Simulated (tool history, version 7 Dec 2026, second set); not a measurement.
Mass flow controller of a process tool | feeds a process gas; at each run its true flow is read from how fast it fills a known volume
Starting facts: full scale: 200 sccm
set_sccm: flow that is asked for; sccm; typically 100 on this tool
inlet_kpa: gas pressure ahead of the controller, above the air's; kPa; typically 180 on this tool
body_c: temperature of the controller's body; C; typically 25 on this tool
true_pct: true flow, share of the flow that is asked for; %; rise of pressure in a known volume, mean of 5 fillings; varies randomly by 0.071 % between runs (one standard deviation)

run 1 hour=0 | set_sccm=100 inlet_kpa=180 body_c=25 | true_pct=101.38
run 2 hour=248.2 | set_sccm=100 inlet_kpa=180 body_c=25 | true_pct=101.42
run 3 hour=490.8 | set_sccm=100 inlet_kpa=180 body_c=25 | true_pct=101.44
run 4 hour=805.9 | set_sccm=100 inlet_kpa=180 body_c=25 | true_pct=101.48
run 5 hour=1073.1 | set_sccm=100 inlet_kpa=180 body_c=25 | true_pct=101.44
run 6 hour=1230.3 | set_sccm=100 inlet_kpa=180 body_c=25 | true_pct=101.43
run 7 hour=1528.9 | set_sccm=100 inlet_kpa=180 body_c=25 | true_pct=101.36
run 8 hour=1711 | set_sccm=100 inlet_kpa=180 body_c=25 | true_pct=101.49
run 9 hour=1913.5 | set_sccm=100 inlet_kpa=180 body_c=25 | true_pct=101.41
run 10 hour=2277.2 | set_sccm=100 inlet_kpa=180 body_c=39 | true_pct=100.69
run 11 hour=2502.8 | set_sccm=100 inlet_kpa=180 body_c=39 | true_pct=100.7
run 12 hour=2810 | set_sccm=100 inlet_kpa=180 body_c=39 | true_pct=100.42
run 13 hour=3040.8 | set_sccm=100 inlet_kpa=180 body_c=39 | true_pct=100.47
run 14 hour=3230.7 | set_sccm=100 inlet_kpa=180 body_c=39 | true_pct=100.59
run 15 hour=3500.5 | set_sccm=51 inlet_kpa=180 body_c=25 | true_pct=100.91
run 16 hour=3650.4 | set_sccm=100 inlet_kpa=180 body_c=38 | true_pct=100.67
run 17 hour=3895.6 | set_sccm=100 inlet_kpa=180 body_c=38 | true_pct=100.72
run 18 hour=4203.1 | set_sccm=100 inlet_kpa=180 body_c=25 | true_pct=101.43
run 19 hour=4430 | set_sccm=100 inlet_kpa=180 body_c=25 | true_pct=101.57
run 20 hour=4643.5 | set_sccm=162 inlet_kpa=180 body_c=25 | true_pct=101.93
run 21 hour=4931.4 | set_sccm=162 inlet_kpa=180 body_c=25 | true_pct=101.83
run 22 hour=5271.5 | set_sccm=100 inlet_kpa=215 body_c=25 | true_pct=101.64
-- hour=5291.7 controller's zero set anew
run 23 hour=5628.2 | set_sccm=100 inlet_kpa=215 body_c=25 | true_pct=101.56
run 24 hour=5894.1 | set_sccm=95 inlet_kpa=215 body_c=25 | true_pct=101.65
run 25 hour=6118.6 | set_sccm=95 inlet_kpa=215 body_c=25 | true_pct=101.57
run 26 hour=6321.1 | set_sccm=28 inlet_kpa=149 body_c=25 | true_pct=98.72
run 27 hour=6544.3 | set_sccm=44 inlet_kpa=174 body_c=33 | true_pct=99.56
run 28 hour=6780 | set_sccm=44 inlet_kpa=174 body_c=33 | true_pct=99.43
run 29 hour=6965.6 | set_sccm=48 inlet_kpa=238 body_c=33 | true_pct=99.98
run 30 hour=7205.9 | set_sccm=23 inlet_kpa=179 body_c=25 | true_pct=97.6
-- hour=7402.4 controller's zero set anew, once more
run 31 hour=7569.3 | set_sccm=22 inlet_kpa=264 body_c=28 | true_pct=102.47
run 32 hour=7779.8 | set_sccm=22 inlet_kpa=264 body_c=28 | true_pct=102.35
run 33 hour=8026.1 | set_sccm=172 inlet_kpa=200 body_c=25 | true_pct=102.95
run 34 hour=8359 | set_sccm=38 inlet_kpa=152 body_c=23 | true_pct=102.29
run 35 hour=8719.8 | set_sccm=38 inlet_kpa=152 body_c=23 | true_pct=102.23
run 36 hour=9045.9 | set_sccm=46 inlet_kpa=234 body_c=32 | true_pct=102.21
run 37 hour=9391.3 | set_sccm=46 inlet_kpa=234 body_c=32 | true_pct=101.99
run 38 hour=9630 | set_sccm=46 inlet_kpa=234 body_c=32 | true_pct=101.98
run 39 hour=9981.9 | set_sccm=100 inlet_kpa=161 body_c=21 | true_pct=102.97
run 40 hour=10265.2 | set_sccm=100 inlet_kpa=161 body_c=21 | true_pct=102.95
run 41 hour=10532.6 | set_sccm=94 inlet_kpa=208 body_c=25 | true_pct=102.91
run 42 hour=10720.1 | set_sccm=100 inlet_kpa=268 body_c=25 | true_pct=103.31
run 43 hour=11089.5 | set_sccm=100 inlet_kpa=268 body_c=25 | true_pct=103.17
run 44 hour=11377.8 | set_sccm=38 inlet_kpa=257 body_c=24 | true_pct=102.25
run 45 hour=11739.8 | set_sccm=122 inlet_kpa=257 body_c=24 | true_pct=103.39
-- hour=11925.6 controller exchanged for a calibrated one
run 46 hour=12062.6 | set_sccm=122 inlet_kpa=257 body_c=24 | true_pct=100.11
run 47 hour=12258.3 | set_sccm=122 inlet_kpa=257 body_c=24 | true_pct=100.15
run 48 hour=12423.5 | set_sccm=122 inlet_kpa=257 body_c=24 | true_pct=100.15

Branching from run 48: 3 alternative next runs. What would each branch give?
run A hour=12603.2 | set_sccm=81 inlet_kpa=207 body_c=25 | true_pct=?
run B hour=12603.2 | set_sccm=159 inlet_kpa=180 body_c=25 | true_pct=?
run C hour=12603.2 | set_sccm=109 inlet_kpa=181 body_c=26 | true_pct=?

run=A true_pct=99.76
run=B true_pct=99.84
run=C true_pct=99.79
Had the tool no hidden state, the same runs would have come out as:
run=A true_pct=99.79
run=B true_pct=99.79
run=C true_pct=99.78
